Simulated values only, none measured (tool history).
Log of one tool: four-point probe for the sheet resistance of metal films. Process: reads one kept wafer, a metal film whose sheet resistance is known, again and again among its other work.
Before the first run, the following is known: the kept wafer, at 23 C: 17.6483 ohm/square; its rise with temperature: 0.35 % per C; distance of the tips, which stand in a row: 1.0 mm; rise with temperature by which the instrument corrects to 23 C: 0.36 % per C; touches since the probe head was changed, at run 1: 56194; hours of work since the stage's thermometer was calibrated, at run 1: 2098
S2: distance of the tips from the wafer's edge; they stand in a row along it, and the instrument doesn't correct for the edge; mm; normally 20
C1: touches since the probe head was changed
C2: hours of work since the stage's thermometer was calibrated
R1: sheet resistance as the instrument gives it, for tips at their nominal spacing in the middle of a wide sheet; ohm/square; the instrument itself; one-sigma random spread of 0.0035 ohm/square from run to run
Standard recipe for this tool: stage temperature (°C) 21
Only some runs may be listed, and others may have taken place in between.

Run 1, hour 0.0: usual settings; C1 56194; C2 2098. Result: R1 17.611079 ohm/square.
Run 2, hour 110.3: usual settings but S2 22 mm; C1 58367; C2 2179. Result: R1 17.604033 ohm/square.
Run 3, hour 169.4: usual settings but S2 22 mm; C1 59532; C2 2222. Result: R1 17.600298 ohm/square.
Run 4, hour 225.9: usual settings but stage temperature (°C) 26; C1 60645; C2 2264. Result: R1 17.594822 ohm/square.
Run 5, hour 331.0: usual settings but stage temperature (°C) 26; C1 62716; C2 2341. Result: R1 17.588795 ohm/square.
Run 6, hour 387.5: usual settings but stage temperature (°C) 32; C1 63828; C2 2383. Result: R1 17.583593 ohm/square.
At hour 481.2: stage's thermometer calibrated.
Run 7, hour 494.6: usual settings but S2 10 mm; C1 65929; C2 10. Result: R1 17.658057 ohm/square.
Run 8, hour 569.0: usual settings but stage temperature (°C) 30; C1 67396; C2 65. Result: R1 17.571757 ohm/square.
Run 9, hour 678.1: usual settings but stage temperature (°C) 31, S2 28 mm; C1 69544; C2 145. Result: R1 17.552933 ohm/square.
At hour 730.7: stage's thermometer calibrated, once more.
Run 10, hour 767.8: usual settings but stage temperature (°C) 19, S2 27 mm; C1 71302; C2 27. Result: R1 17.597719 ohm/square.
Run 11, hour 822.2: usual settings but stage temperature (°C) 30, S2 69 mm; C1 72374; C2 67. Result: R1 17.567625 ohm/square.

Per-run results on a tool with no hidden state, each run keeping its own random variation:
The tool's hidden condition here consists of: inner tips' distance over the nominal, %; tips' flats over new ones', %; wafer's true temperature over the reading, C; drift of the gauge itself on sheet_ohm, %.
run         R1
  1  17.676885
  2  17.673428
  3  17.671533
  4  17.667493
  5  17.664991
  6  17.660956
  7  17.750270
  8  17.664915
  9  17.649468
 10  17.665851
 11  17.637489

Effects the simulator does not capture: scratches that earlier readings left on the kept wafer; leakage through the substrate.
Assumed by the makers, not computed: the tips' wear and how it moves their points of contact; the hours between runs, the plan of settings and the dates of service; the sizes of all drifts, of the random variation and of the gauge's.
